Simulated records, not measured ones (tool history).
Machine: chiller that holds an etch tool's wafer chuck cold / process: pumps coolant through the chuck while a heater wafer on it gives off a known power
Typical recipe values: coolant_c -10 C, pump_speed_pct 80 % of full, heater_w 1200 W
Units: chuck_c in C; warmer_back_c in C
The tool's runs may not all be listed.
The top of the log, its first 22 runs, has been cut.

run	hour	coolant_c	pump_speed_pct	heater_w	chuck_c	warmer_back_c
23	2713	-18	89	1549	-3.2	3.85
24	2808.7	-5	68	1307	10.1	4.19
25	2890	-6	78	612	0.3	1.71
26	2963.5	-11	80	1528	4.7	4.19
27	3073.4	-2	67	744	6.6	2.42
28	3143.7	-5	80	684	2	1.92
29	3284.8	-13	80	1200	-0.6	3.4
30	3405.8	-14	80	1200	-1.6	3.36
31	3510.5	-4	81	1200	8.2	3.32

Here are 3 independent what-if runs from the current tool condition. What would each one return?
A	3598.4	-4	86	1200	?	?
B	3598.4	-4	81	1146	?	?
C	3598.4	-11	82	700	?	?

run	chuck_c	warmer_back_c
A	7.7	3.14
B	7.7	3.17
C	-3.9	1.93
Without the tool's unlogged condition, the same runs would have read:
run	chuck_c	warmer_back_c
A	6.7	2.79
B	6.8	2.81
C	-4.4	1.71

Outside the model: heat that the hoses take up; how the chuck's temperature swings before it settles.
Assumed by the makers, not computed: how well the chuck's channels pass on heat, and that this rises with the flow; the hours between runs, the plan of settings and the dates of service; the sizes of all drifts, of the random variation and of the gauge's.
